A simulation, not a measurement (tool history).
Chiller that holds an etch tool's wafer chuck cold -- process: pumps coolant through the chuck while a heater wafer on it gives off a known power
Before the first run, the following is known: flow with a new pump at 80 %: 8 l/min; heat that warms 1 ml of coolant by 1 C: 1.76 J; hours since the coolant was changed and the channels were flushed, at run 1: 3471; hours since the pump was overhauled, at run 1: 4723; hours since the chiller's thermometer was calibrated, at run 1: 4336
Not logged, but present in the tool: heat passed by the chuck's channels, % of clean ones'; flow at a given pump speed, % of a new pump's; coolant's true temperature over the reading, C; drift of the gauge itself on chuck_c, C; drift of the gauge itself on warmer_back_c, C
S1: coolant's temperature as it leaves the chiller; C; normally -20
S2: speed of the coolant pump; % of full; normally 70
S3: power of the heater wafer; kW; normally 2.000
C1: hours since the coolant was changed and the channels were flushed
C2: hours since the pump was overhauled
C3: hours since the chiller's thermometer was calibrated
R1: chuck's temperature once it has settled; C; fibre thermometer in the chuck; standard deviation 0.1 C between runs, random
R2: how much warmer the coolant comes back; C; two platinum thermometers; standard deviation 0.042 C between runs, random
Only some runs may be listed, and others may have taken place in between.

{"run": 1, "hour": 0.0, "S1": -20, "S2": 70, "S3": 2.0, "C1": 3471, "C2": 4723, "C3": 4336, "R1": -0.7, "R2": 10.2}
{"run": 2, "hour": 126.9, "S1": -20, "S2": 70, "S3": 2.0, "C1": 3598, "C2": 4850, "C3": 4463, "R1": -0.5, "R2": 10.22}
{"run": 3, "hour": 288.4, "S1": -20, "S2": 70, "S3": 2.0, "C1": 3759, "C2": 5012, "C3": 4625, "R1": -0.4, "R2": 10.24}
{"run": 4, "hour": 462.3, "S1": -20, "S2": 64, "S3": 2.0, "C1": 3933, "C2": 5186, "C3": 4799, "R1": 0.9, "R2": 11.27}
{"run": 5, "hour": 584.0, "S1": -20, "S2": 64, "S3": 2.0, "C1": 4055, "C2": 5307, "C3": 4920, "R1": 1.4, "R2": 11.23}
{"run": 6, "hour": 708.8, "S1": -20, "S2": 64, "S3": 2.0, "C1": 4180, "C2": 5432, "C3": 5045, "R1": 1.4, "R2": 11.27}
{"run": 7, "hour": 879.3, "S1": -20, "S2": 64, "S3": 2.0, "C1": 4350, "C2": 5603, "C3": 5216, "R1": 1.4, "R2": 11.23}
{"run": 8, "hour": 1025.7, "S1": -20, "S2": 70, "S3": 1.15, "C1": 4497, "C2": 5749, "C3": 5362, "R1": -8.7, "R2": 5.88}
{"hour": 1051.7, "done": "coolant pump overhauled"}
{"run": 9, "hour": 1170.4, "S1": -20, "S2": 70, "S3": 1.15, "C1": 4637, "C2": 119, "C3": 5502, "R1": -8.7, "R2": 6.0}
{"run": 10, "hour": 1321.3, "S1": -20, "S2": 70, "S3": 1.15, "C1": 4787, "C2": 270, "C3": 5653, "R1": -8.6, "R2": 6.01}
{"run": 11, "hour": 1498.6, "S1": -20, "S2": 63, "S3": 2.0, "C1": 4965, "C2": 447, "C3": 5830, "R1": 2.2, "R2": 11.68}
{"hour": 1615.9, "done": "chiller's thermometer calibrated"}
{"run": 12, "hour": 1716.1, "S1": -20, "S2": 61, "S3": 2.0, "C1": 5181, "C2": 663, "C3": 100, "R1": 3.3, "R2": 12.16}
{"run": 13, "hour": 1862.7, "S1": -20, "S2": 61, "S3": 2.0, "C1": 5328, "C2": 810, "C3": 247, "R1": 3.1, "R2": 12.12}
{"hour": 1935.1, "done": "coolant pump overhauled, once more"}
{"run": 14, "hour": 2018.2, "S1": -16, "S2": 89, "S3": 1.494, "C1": 5478, "C2": 83, "C3": 397, "R1": -3.8, "R2": 5.71}
{"run": 15, "hour": 2234.0, "S1": -12, "S2": 67, "S3": 2.057, "C1": 5694, "C2": 299, "C3": 613, "R1": 8.9, "R2": 10.45}
{"run": 16, "hour": 2376.5, "S1": -26, "S2": 90, "S3": 2.057, "C1": 5837, "C2": 441, "C3": 756, "R1": -9.2, "R2": 7.86}
{"run": 17, "hour": 2602.0, "S1": -26, "S2": 90, "S3": 2.057, "C1": 6062, "C2": 667, "C3": 981, "R1": -9.3, "R2": 7.84}
{"hour": 2812.5, "done": "coolant changed, channels flushed"}
{"run": 18, "hour": 2819.7, "S1": -26, "S2": 90, "S3": 2.057, "C1": 7, "C2": 879, "C3": 1193, "R1": -10.7, "R2": 7.86}
{"run": 19, "hour": 3006.4, "S1": -28, "S2": 61, "S3": 2.872, "C1": 194, "C2": 1065, "C3": 1380, "R1": 1.4, "R2": 16.28}
{"run": 20, "hour": 3232.9, "S1": -28, "S2": 61, "S3": 2.872, "C1": 420, "C2": 1292, "C3": 1606, "R1": 1.3, "R2": 16.28}
{"run": 21, "hour": 3334.2, "S1": -28, "S2": 61, "S3": 2.872, "C1": 522, "C2": 1393, "C3": 1707, "R1": 1.5, "R2": 16.31}
{"run": 22, "hour": 3564.4, "S1": -19, "S2": 70, "S3": 2.0, "C1": 752, "C2": 1623, "C3": 1937, "R1": -0.6, "R2": 9.96}
{"run": 23, "hour": 3741.5, "S1": -19, "S2": 70, "S3": 2.0, "C1": 929, "C2": 1800, "C3": 2115, "R1": -0.5, "R2": 9.91}
{"run": 24, "hour": 3975.4, "S1": -20, "S2": 97, "S3": 2.0, "C1": 1163, "C2": 2034, "C3": 2349, "R1": -5.8, "R2": 7.15}
{"run": 25, "hour": 4197.6, "S1": -24, "S2": 93, "S3": 2.495, "C1": 1385, "C2": 2256, "C3": 2571, "R1": -5.4, "R2": 9.4}

Across each entry between runs, compare the hidden state at the last listed run before it with the hidden state at the first listed run after it:
Runs 8 to 9: coolant pump overhauled (hour 1051.7)
  heat passed by the chuck's channels, % of clean ones': 90.3 -> 90; flow at a given pump speed, % of a new pump's: 94.4 -> 92.9; coolant's true temperature over the reading, C: -0.43 -> -0.44
  measured result minus the result with no hidden state, R1: +0.8 -> +1.0 C; R2: +0.33 -> +0.43 C
Runs 11 to 12: chiller's thermometer calibrated (hour 1615.9)
  heat passed by the chuck's channels, % of clean ones': 89.3 -> 88.8; flow at a given pump speed, % of a new pump's: 92.6 -> 92.4; coolant's true temperature over the reading, C: -0.46 -> -0.05
  measured result minus the result with no hidden state, R1: +2.4 -> +3.0 C; R2: +0.87 -> +0.92 C
Runs 13 to 14: coolant pump overhauled, once more (hour 1935.1)
  heat passed by the chuck's channels, % of clean ones': 88.4 -> 88.1; flow at a given pump speed, % of a new pump's: 92.2 -> 99.8; coolant's true temperature over the reading, C: -0.06 -> -0.07
  measured result minus the result with no hidden state, R1: +3.1 -> +1.0 C; R2: +0.94 -> +0.02 C
Runs 17 to 18: coolant changed, channels flushed (hour 2812.5)
  heat passed by the chuck's channels, % of clean ones': 86.8 -> 99.4; flow at a given pump speed, % of a new pump's: 99.2 -> 99; coolant's true temperature over the reading, C: -0.11 -> -0.13
  measured result minus the result with no hidden state, R1: +1.6 -> +0.1 C; R2: +0.06 -> +0.08 C
